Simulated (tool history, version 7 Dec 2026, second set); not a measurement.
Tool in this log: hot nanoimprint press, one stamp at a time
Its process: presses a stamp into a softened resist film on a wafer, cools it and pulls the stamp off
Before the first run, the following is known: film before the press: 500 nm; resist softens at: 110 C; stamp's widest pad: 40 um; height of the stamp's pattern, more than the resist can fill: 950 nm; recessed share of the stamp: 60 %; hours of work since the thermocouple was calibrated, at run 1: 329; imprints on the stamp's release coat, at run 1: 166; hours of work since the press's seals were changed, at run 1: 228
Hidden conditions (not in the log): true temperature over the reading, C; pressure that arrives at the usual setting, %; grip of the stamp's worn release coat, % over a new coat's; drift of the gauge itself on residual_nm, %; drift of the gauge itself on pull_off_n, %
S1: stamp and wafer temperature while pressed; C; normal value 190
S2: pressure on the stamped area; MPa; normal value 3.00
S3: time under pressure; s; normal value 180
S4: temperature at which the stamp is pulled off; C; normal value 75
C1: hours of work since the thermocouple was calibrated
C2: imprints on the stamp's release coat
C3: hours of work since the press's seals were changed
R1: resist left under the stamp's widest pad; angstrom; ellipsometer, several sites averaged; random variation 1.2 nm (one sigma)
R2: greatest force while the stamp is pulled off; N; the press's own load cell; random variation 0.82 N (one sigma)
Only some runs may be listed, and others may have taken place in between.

run    hour   S1    S2   S3  S4   C1    C2   C3    R1     R2
  1     0.0  190  3.00  180  75  329   166  228  2036  109.4
  2    49.3  190  3.00  180  75  363   386  262  2054  110.1
  3    87.6  190  3.00  180  75  390   557  288  2073  113.0
      113.2  -- plate thermocouple calibrated
  4   134.9  190  3.00  180  75   15   754  319  2124  114.4
  5   201.1  190  3.00  180  75   61  1049  365  2188  117.6
  6   250.3  190  2.30  180  75   95  1269  399  2498  120.4
      266.9  -- stamp cleaned and given a new release coat
  7   291.3  190  2.30  180  75  119   109  423  2513  110.3
  8   349.1  190  2.30  180  75  159   367  463  2517  114.5
  9   386.6  190  3.00  180  75  185   534  489  2223  113.1
 10   445.0  190  3.00  180  62  225   794  529  2256  135.4
      452.3  -- plate thermocouple calibrated, once more
 11   480.3  189  3.00  180  62   19   938  552  2014  134.3
 12   535.8  189  2.16  180  62   58  1186  590  2346  134.5
      568.2  -- stamp cleaned and given a new release coat
 13   591.0  196  3.00  191  75   92   101  624  1468  105.5
 14   639.6  196  3.00  191  75  125   318  658  1489  107.3
 15   689.0  198  3.00  191  75  160   539  692  1370  108.6
 16   724.3  198  3.00  191  75  184   696  716  1386  111.5
 17   761.9  190  3.70  180  75  210   864  742  1822  114.1
 18   791.2  190  3.70  180  75  230   994  763  1833  113.7
 19   821.2  190  3.70  218  75  251  1128  783  1703  117.6
      871.2  -- stamp cleaned and given a new release coat
 20   882.9  190  2.35  180  75  290    53  822  2282  107.3
 21   917.3  190  3.00  104  74  313   206  846  2512  110.5
      953.7  -- press's hydraulic seals changed and the load cell set to zero
 22   965.2  190  2.21  104  74  341   384    8  2836  110.9
 23  1017.4  196  2.21  241  74  377   617   44  1652  114.4
 24  1051.7  187  3.00  213  75  401   770   68  2209  115.0

Alternative continuations, all from the tool just after run 24; predict every row:
     1061.2  -- plate thermocouple calibrated
  A  1093.5  187  2.28  213  77  22  943  95   ?   ?
     1061.2  -- plate thermocouple calibrated
  B  1093.5  188  3.00  119  73  22  943  95   ?   ?
     1061.2  -- plate thermocouple calibrated
  C  1093.5  190  2.33  212  75  22  943  95   ?   ?
     1061.2  -- plate thermocouple calibrated
  D  1093.5  179  3.00  116  75  22  943  95   ?   ?
     1061.2  -- plate thermocouple calibrated
  E  1093.5  197  3.00  152  80  22  943  95   ?   ?

run    R1     R2
  A  2294  109.9
  B  2423  115.9
  C  2025  113.7
  D  3389  113.5
  E  1496  105.3
Had the tool no hidden state, the same runs would have come out as:
run    R1     R2
  A  2274  101.9
  B  2400  107.5
  C  2006  105.5
  D  3364  105.2
  E  1480   97.7

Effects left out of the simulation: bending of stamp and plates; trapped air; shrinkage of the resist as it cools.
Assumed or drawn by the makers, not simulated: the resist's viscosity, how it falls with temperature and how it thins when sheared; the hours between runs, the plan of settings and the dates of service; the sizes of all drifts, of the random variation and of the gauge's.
